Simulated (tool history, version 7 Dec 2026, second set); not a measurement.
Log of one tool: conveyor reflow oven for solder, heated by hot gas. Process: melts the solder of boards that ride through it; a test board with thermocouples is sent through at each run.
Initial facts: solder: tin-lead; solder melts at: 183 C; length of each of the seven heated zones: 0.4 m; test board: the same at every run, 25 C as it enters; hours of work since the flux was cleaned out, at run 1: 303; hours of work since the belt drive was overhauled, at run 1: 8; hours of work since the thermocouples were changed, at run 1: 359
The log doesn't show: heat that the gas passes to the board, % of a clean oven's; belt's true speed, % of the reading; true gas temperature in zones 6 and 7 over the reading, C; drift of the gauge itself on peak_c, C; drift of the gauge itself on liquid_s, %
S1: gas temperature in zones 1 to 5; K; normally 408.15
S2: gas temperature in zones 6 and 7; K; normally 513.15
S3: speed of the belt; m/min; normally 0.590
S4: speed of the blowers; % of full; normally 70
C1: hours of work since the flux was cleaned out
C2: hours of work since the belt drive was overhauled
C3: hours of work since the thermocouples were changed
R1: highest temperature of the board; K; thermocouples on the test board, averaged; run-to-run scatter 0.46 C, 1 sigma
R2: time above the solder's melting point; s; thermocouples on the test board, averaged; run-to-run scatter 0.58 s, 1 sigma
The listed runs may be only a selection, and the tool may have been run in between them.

| run | day | S1 | S2 | S3 | S4 | C1 | C2 | C3 | R1 | R2 |
|---|---|---|---|---|---|---|---|---|---|---|
| 1 | 0.000 | 408.15 | 513.15 | 0.590 | 70 | 303 | 8 | 359 | 489.95 | 58.1 |
| 2 | 1.175 | 408.15 | 513.15 | 0.595 | 70 | 316 | 21 | 373 | 489.35 | 56.8 |
| 3 | 2.412 | 408.15 | 513.15 | 0.590 | 55 | 330 | 36 | 387 | 483.65 | 52.2 |
| 4 | 3.833 | 394.15 | 513.15 | 0.590 | 70 | 347 | 52 | 404 | 486.15 | 50.1 |
| 5 | 4.883 | 408.15 | 513.15 | 0.590 | 70 | 359 | 64 | 416 | 488.65 | 57.8 |
| 6 | 6.067 | 408.15 | 513.15 | 0.590 | 70 | 372 | 78 | 429 | 489.35 | 57.0 |
| 7 | 7.538 | 408.15 | 513.15 | 0.618 | 70 | 389 | 94 | 446 | 486.75 | 51.9 |
| 8 | 8.558 | 408.15 | 513.15 | 0.618 | 70 | 401 | 106 | 458 | 486.35 | 51.7 |
| 9 | 9.892 | 408.15 | 513.15 | 0.590 | 70 | 416 | 122 | 473 | 487.95 | 56.4 |
| 10 | 11.575 | 408.15 | 513.15 | 0.590 | 70 | 436 | 141 | 493 | 487.15 | 56.6 |
|  | 12.583 | flux residue cleaned out of gas plates and filters |
| 11 | 12.858 | 408.15 | 513.15 | 0.590 | 70 | 3 | 153 | 505 | 493.55 | 62.2 |
| 12 | 14.396 | 408.15 | 513.15 | 0.590 | 70 | 21 | 171 | 523 | 492.85 | 62.1 |
| 13 | 15.475 | 408.15 | 513.15 | 0.590 | 70 | 33 | 183 | 535 | 493.55 | 60.8 |
| 14 | 17.096 | 408.15 | 513.15 | 0.590 | 70 | 52 | 202 | 554 | 492.75 | 61.6 |
| 15 | 18.533 | 408.15 | 513.15 | 0.505 | 70 | 68 | 219 | 570 | 498.05 | 76.7 |
| 16 | 19.583 | 416.15 | 513.15 | 0.590 | 61 | 81 | 231 | 582 | 490.25 | 62.6 |
| 17 | 21.308 | 395.15 | 505.15 | 0.579 | 52 | 100 | 251 | 602 | 476.25 | 39.5 |
| 18 | 22.604 | 393.15 | 518.15 | 0.679 | 55 | 115 | 265 | 617 | 479.05 | 36.4 |
| 19 | 23.867 | 393.15 | 518.15 | 0.679 | 55 | 130 | 280 | 632 | 478.65 | 35.4 |
| 20 | 24.850 | 422.15 | 503.15 | 0.642 | 60 | 141 | 291 | 643 | 480.65 | 49.1 |
| 21 | 25.821 | 416.15 | 513.15 | 0.590 | 73 | 152 | 302 | 654 | 493.85 | 66.9 |
| 22 | 26.871 | 398.15 | 517.15 | 0.507 | 62 | 164 | 315 | 666 | 495.25 | 70.5 |
| 23 | 27.817 | 398.15 | 517.15 | 0.507 | 62 | 175 | 325 | 677 | 495.65 | 71.6 |
| 24 | 29.138 | 404.15 | 515.15 | 0.595 | 62 | 191 | 341 | 692 | 488.55 | 55.4 |
| 25 | 30.817 | 403.15 | 524.15 | 0.663 | 88 | 210 | 360 | 712 | 500.05 | 58.4 |

What if the next run were any one of these 5? Each begins from the tool's condition after run 25:
| A | 31.850 | 411.15 | 524.15 | 0.672 | 88 | 222 | 372 | 724 | ? | ? |
| B | 31.850 | 408.15 | 513.15 | 0.590 | 51 | 222 | 372 | 724 | ? | ? |
| C | 31.850 | 403.15 | 521.15 | 0.663 | 65 | 222 | 372 | 724 | ? | ? |
| D | 31.850 | 406.15 | 522.15 | 0.663 | 58 | 222 | 372 | 724 | ? | ? |
| E | 31.850 | 406.15 | 514.15 | 0.663 | 61 | 222 | 372 | 724 | ? | ? |

| run | R1 | R2 |
|---|---|---|
| A | 500.75 | 60.0 |
| B | 484.05 | 50.6 |
| C | 489.15 | 49.9 |
| D | 488.25 | 48.6 |
| E | 483.05 | 44.7 |
Take away the tool's hidden state, keep each run's random variation, and the runs would have read:
| run | R1 | R2 |
|---|---|---|
| A | 505.05 | 62.1 |
| B | 487.05 | 53.7 |
| C | 493.05 | 52.9 |
| D | 491.85 | 51.6 |
| E | 486.65 | 48.2 |

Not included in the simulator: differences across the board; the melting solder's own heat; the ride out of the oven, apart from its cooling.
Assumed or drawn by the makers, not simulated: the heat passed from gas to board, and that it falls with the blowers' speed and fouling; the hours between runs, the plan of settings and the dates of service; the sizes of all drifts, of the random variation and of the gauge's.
